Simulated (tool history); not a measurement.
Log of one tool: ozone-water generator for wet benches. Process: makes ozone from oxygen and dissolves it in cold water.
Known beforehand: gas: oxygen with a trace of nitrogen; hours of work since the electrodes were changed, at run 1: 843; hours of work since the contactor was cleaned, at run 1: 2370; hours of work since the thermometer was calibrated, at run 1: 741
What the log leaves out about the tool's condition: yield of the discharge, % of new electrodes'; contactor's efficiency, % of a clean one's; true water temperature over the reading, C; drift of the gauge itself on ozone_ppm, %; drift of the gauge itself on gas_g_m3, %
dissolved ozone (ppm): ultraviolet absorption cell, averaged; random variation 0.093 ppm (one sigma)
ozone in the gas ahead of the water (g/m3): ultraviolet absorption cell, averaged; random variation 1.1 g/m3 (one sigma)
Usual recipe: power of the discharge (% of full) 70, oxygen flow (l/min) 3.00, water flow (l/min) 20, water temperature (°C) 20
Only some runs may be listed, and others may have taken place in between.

run,hour,power of the discharge (% of full),oxygen flow (l/min),water flow (l/min),water temperature (°C),hours of work since the electrodes were changed,hours of work since the contactor was cleaned,hours of work since the thermometer was calibrated,dissolved ozone (ppm),ozone in the gas ahead of the water (g/m3)
1,0.0,70,3.00,20,20,843,2370,741,11.25,194.2
2,90.5,70,3.00,20,20,924,2451,822,11.29,192.6
3,191.5,70,3.00,20,16,1015,2541,913,11.46,194.1
4,288.7,70,3.00,20,16,1102,2628,1000,11.58,195.5
5,339.0,70,3.00,20,16,1147,2673,1045,11.51,195.1
6,390.2,70,3.00,20,16,1192,2719,1091,11.62,190.8
7,507.5,70,3.00,20,16,1298,2824,1196,11.44,190.9
8,588.9,70,3.00,20,16,1370,2897,1268,11.53,192.4
9,686.3,70,3.00,20,16,1458,2984,1356,11.39,191.9
10,806.9,52,3.00,20,16,1566,3092,1464,9.08,150.8
11,857.9,52,3.00,20,16,1611,3138,1509,9.02,149.9
12,938.7,47,3.00,20,20,1684,3210,1582,7.96,138.1
13,994.6,47,3.00,20,20,1734,3260,1632,7.99,139.7
14,1077.5,47,3.00,20,20,1808,3335,1706,8.05,137.6
15,1164.6,47,3.00,20,20,1886,3413,1784,8.00,138.8
16,1289.7,47,3.00,20,20,1998,3525,1896,7.86,139.6
17,1401.8,47,3.00,20,20,2098,3625,1996,7.84,138.9
18,1486.0,87,3.00,20,19,2174,3700,2072,12.81,223.5
19,1571.7,97,1.83,24,17,2251,3777,2149,10.12,320.3
20,1696.7,70,3.00,26,20,2363,3889,2261,7.87,188.5
# hour 1731.4: contactor cleaned
21,1774.4,70,3.00,26,20,2429,39,2327,8.24,186.6
22,1825.3,70,3.00,32,20,2474,84,2372,6.45,186.9
23,1879.9,70,3.00,32,20,2523,133,2421,6.45,188.8
24,1968.4,70,3.00,32,20,2602,212,2500,6.43,185.1
25,2064.7,80,3.00,23,16,2689,299,2587,10.87,205.9
26,2174.7,49,5.15,14,16,2787,397,2685,12.90,104.8
# hour 2299.5: water thermometer calibrated
27,2299.5,49,5.15,14,15,2898,508,0,13.01,104.0
28,2401.3,77,3.00,15,20,2989,599,91,16.01,200.1
29,2452.2,57,2.98,13,16,3035,645,137,15.46,156.7
30,2559.3,57,3.00,13,15,3131,741,233,15.51,157.4
31,2678.1,70,5.28,19,28,3237,847,339,10.30,135.5
32,2732.1,92,3.00,20,25,3286,896,387,12.63,222.9

Difference, measured minus no-hidden-state, one row per run. Run-to-run variation is common to both terms; the gauge's own scatter need not be:
run,dissolved ozone (ppm),ozone in the gas ahead of the water (g/m3)
1,-0.85,-6.4
2,-0.88,-6.8
3,-0.95,-7.3
4,-1.00,-7.8
5,-1.02,-7.9
6,-1.05,-8.1
7,-1.09,-8.5
8,-1.12,-8.9
9,-1.18,-9.2
10,-0.84,-5.9
11,-0.86,-5.9
12,-0.75,-5.1
13,-0.76,-5.3
14,-0.79,-5.4
15,-0.80,-5.6
16,-0.83,-5.9
17,-0.86,-6.2
18,-1.89,-17.8
19,-1.66,-28.4
20,-1.17,-13.6
21,-0.64,-13.8
22,-0.50,-14.1
23,-0.52,-14.4
24,-0.54,-14.7
25,-1.07,-18.7
26,-0.89,-6.2
27,-0.90,-6.4
28,-1.70,-19.4
29,-1.29,-11.8
30,-1.37,-12.1
31,-1.15,-13.0
32,-1.71,-26.7
